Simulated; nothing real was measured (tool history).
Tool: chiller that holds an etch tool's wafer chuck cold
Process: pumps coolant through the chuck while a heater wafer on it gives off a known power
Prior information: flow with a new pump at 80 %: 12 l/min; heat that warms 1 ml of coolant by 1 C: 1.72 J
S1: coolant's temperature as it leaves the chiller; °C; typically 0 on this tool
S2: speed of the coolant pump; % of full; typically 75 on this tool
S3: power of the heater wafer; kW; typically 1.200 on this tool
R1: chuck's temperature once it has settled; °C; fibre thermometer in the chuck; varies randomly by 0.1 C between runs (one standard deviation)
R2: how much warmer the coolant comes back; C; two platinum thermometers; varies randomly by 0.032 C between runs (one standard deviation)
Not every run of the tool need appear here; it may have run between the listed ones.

run 1 day=0.000 | S1=0 S2=75 S3=1.200 | R1=12.1 R2=3.87
run 2 day=4.221 | S1=0 S2=75 S3=1.200 | R1=12.3 R2=3.82
run 3 day=10.475 | S1=0 S2=75 S3=1.200 | R1=12.3 R2=3.92
run 4 day=19.383 | S1=0 S2=75 S3=1.200 | R1=12.3 R2=3.93
-- day=20.233 chiller's thermometer calibrated
run 5 day=25.079 | S1=0 S2=75 S3=1.200 | R1=12.3 R2=3.93
run 6 day=33.679 | S1=0 S2=75 S3=1.190 | R1=12.3 R2=3.84

Run 7 comes next. What will it give?
run 7 day=39.354 | S1=-10 S2=75 S3=0.626 | R1=? R2=?

R1: -3.7 °C
R2: 2.09 C
Without the tool's hidden state the same run would have given R1 -3.8 °C, R2 2.00 C.
